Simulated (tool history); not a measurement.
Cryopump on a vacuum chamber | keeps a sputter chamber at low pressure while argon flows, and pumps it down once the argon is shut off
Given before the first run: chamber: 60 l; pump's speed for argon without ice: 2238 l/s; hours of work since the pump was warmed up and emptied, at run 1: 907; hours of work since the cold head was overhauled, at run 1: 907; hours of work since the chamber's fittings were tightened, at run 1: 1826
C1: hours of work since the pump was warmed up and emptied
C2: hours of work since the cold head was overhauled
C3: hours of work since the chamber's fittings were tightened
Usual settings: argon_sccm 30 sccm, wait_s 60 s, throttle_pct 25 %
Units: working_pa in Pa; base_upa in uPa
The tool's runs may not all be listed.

run 1 hour=0.0 | argon_sccm=30 wait_s=60 throttle_pct=25 | C1=907 C2=907 C3=1826 | working_pa=0.0950 base_upa=1.07
run 2 hour=23.4 | argon_sccm=30 wait_s=60 throttle_pct=25 | C1=923 C2=923 C3=1842 | working_pa=0.0939 base_upa=1.08
run 3 hour=57.3 | argon_sccm=30 wait_s=60 throttle_pct=25 | C1=946 C2=946 C3=1865 | working_pa=0.0951 base_upa=1.07
run 4 hour=84.0 | argon_sccm=30 wait_s=60 throttle_pct=25 | C1=964 C2=964 C3=1883 | working_pa=0.0957 base_upa=1.07
run 5 hour=112.8 | argon_sccm=30 wait_s=60 throttle_pct=25 | C1=984 C2=984 C3=1903 | working_pa=0.0961 base_upa=1.13
run 6 hour=130.7 | argon_sccm=30 wait_s=60 throttle_pct=25 | C1=996 C2=996 C3=1915 | working_pa=0.0964 base_upa=1.12
run 7 hour=151.8 | argon_sccm=14 wait_s=60 throttle_pct=25 | C1=1011 C2=1011 C3=1929 | working_pa=0.0445 base_upa=1.10
run 8 hour=173.5 | argon_sccm=14 wait_s=60 throttle_pct=25 | C1=1025 C2=1025 C3=1944 | working_pa=0.0439 base_upa=1.11
run 9 hour=201.8 | argon_sccm=30 wait_s=60 throttle_pct=25 | C1=1045 C2=1045 C3=1963 | working_pa=0.0952 base_upa=1.12
run 10 hour=230.7 | argon_sccm=30 wait_s=60 throttle_pct=29 | C1=1064 C2=1064 C3=1983 | working_pa=0.0829 base_upa=1.07
run 11 hour=263.6 | argon_sccm=30 wait_s=136 throttle_pct=25 | C1=1087 C2=1087 C3=2005 | working_pa=0.0958 base_upa=0.71
run 12 hour=278.9 | argon_sccm=30 wait_s=48 throttle_pct=25 | C1=1097 C2=1097 C3=2016 | working_pa=0.0968 base_upa=1.33
run 13 hour=299.5 | argon_sccm=32 wait_s=60 throttle_pct=25 | C1=1111 C2=1111 C3=2030 | working_pa=0.1014 base_upa=1.12
run 14 hour=333.6 | argon_sccm=32 wait_s=60 throttle_pct=27 | C1=1134 C2=1134 C3=2053 | working_pa=0.0948 base_upa=1.17
run 15 hour=351.0 | argon_sccm=30 wait_s=60 throttle_pct=25 | C1=1146 C2=1146 C3=2065 | working_pa=0.0968 base_upa=1.13
-- hour=367.4 pump warmed up, emptied and cooled again
run 16 hour=371.9 | argon_sccm=30 wait_s=60 throttle_pct=25 | C1=3 C2=1157 C3=2076 | working_pa=0.0913 base_upa=1.03
run 17 hour=390.8 | argon_sccm=30 wait_s=60 throttle_pct=25 | C1=16 C2=1170 C3=2089 | working_pa=0.0920 base_upa=1.05
run 18 hour=417.6 | argon_sccm=30 wait_s=60 throttle_pct=25 | C1=34 C2=1188 C3=2107 | working_pa=0.0918 base_upa=1.08
run 19 hour=439.8 | argon_sccm=46 wait_s=204 throttle_pct=25 | C1=49 C2=1203 C3=2122 | working_pa=0.1401 base_upa=0.57
run 20 hour=462.3 | argon_sccm=46 wait_s=204 throttle_pct=25 | C1=65 C2=1219 C3=2137 | working_pa=0.1399 base_upa=0.59
run 21 hour=488.3 | argon_sccm=46 wait_s=204 throttle_pct=25 | C1=82 C2=1236 C3=2155 | working_pa=0.1397 base_upa=0.54
run 22 hour=521.5 | argon_sccm=30 wait_s=124 throttle_pct=42 | C1=105 C2=1259 C3=2178 | working_pa=0.0555 base_upa=0.73
run 23 hour=540.9 | argon_sccm=15 wait_s=23 throttle_pct=29 | C1=118 C2=1272 C3=2191 | working_pa=0.0387 base_upa=2.29
run 24 hour=561.1 | argon_sccm=15 wait_s=23 throttle_pct=29 | C1=132 C2=1286 C3=2205 | working_pa=0.0398 base_upa=2.28
run 25 hour=594.0 | argon_sccm=15 wait_s=23 throttle_pct=29 | C1=154 C2=1308 C3=2227 | working_pa=0.0400 base_upa=2.27
run 26 hour=626.2 | argon_sccm=15 wait_s=23 throttle_pct=29 | C1=176 C2=1330 C3=2249 | working_pa=0.0401 base_upa=2.24
run 27 hour=657.6 | argon_sccm=30 wait_s=116 throttle_pct=52 | C1=198 C2=1352 C3=2270 | working_pa=0.0448 base_upa=0.73
run 28 hour=685.1 | argon_sccm=30 wait_s=116 throttle_pct=52 | C1=216 C2=1370 C3=2289 | working_pa=0.0448 base_upa=0.72
run 29 hour=713.2 | argon_sccm=30 wait_s=60 throttle_pct=60 | C1=235 C2=1389 C3=2308 | working_pa=0.0392 base_upa=1.05
run 30 hour=736.2 | argon_sccm=30 wait_s=21 throttle_pct=25 | C1=251 C2=1405 C3=2324 | working_pa=0.0917 base_upa=2.50
run 31 hour=767.2 | argon_sccm=48 wait_s=21 throttle_pct=25 | C1=272 C2=1426 C3=2345 | working_pa=0.1479 base_upa=2.48
run 32 hour=783.4 | argon_sccm=48 wait_s=21 throttle_pct=25 | C1=283 C2=1437 C3=2356 | working_pa=0.1472 base_upa=2.48
run 33 hour=817.6 | argon_sccm=19 wait_s=279 throttle_pct=36 | C1=306 C2=1460 C3=2379 | working_pa=0.0412 base_upa=0.49
run 34 hour=840.0 | argon_sccm=33 wait_s=48 throttle_pct=25 | C1=322 C2=1476 C3=2394 | working_pa=0.1010 base_upa=1.31
run 35 hour=872.8 | argon_sccm=19 wait_s=38 throttle_pct=25 | C1=344 C2=1498 C3=2417 | working_pa=0.0577 base_upa=1.54

Hidden state or all else? Some run-to-run changes of working_pa, split into what the settings, what came in and random variation would give without the hidden state, and what is left for the hidden state (with any gauge scatter that isn't in both results):
What the log doesn't record here: pump's speed, % of a pump's without ice; cold plate's temperature, K; leak into the chamber, uPa l/s; drift of the gauge itself on working_pa, %; drift of the gauge itself on base_upa, %.
Run 6 -> 7: argon_sccm 30 -> 14. working_pa -0.0519 Pa: hidden state -0.0025, all else -0.0494.
Run 8 -> 9: argon_sccm 14 -> 30. working_pa +0.0513 Pa: hidden state +0.0026, all else +0.0487.
Run 15 -> 16: pump warmed up, emptied and cooled again. working_pa -0.0055 Pa: hidden state -0.0050, all else -0.0005.
Run 21 -> 22: argon_sccm 46 -> 30, wait_s 204 -> 124, throttle_pct 25 -> 42. working_pa -0.0842 Pa: hidden state -0.0003, all else -0.0839.
Run 32 -> 33: argon_sccm 48 -> 19, wait_s 21 -> 279, throttle_pct 25 -> 36. working_pa -0.1060 Pa: hidden state -0.0015, all else -0.1045.
Run 33 -> 34: argon_sccm 19 -> 33, wait_s 279 -> 48, throttle_pct 36 -> 25. working_pa +0.0598 Pa: hidden state +0.0009, all else +0.0589.
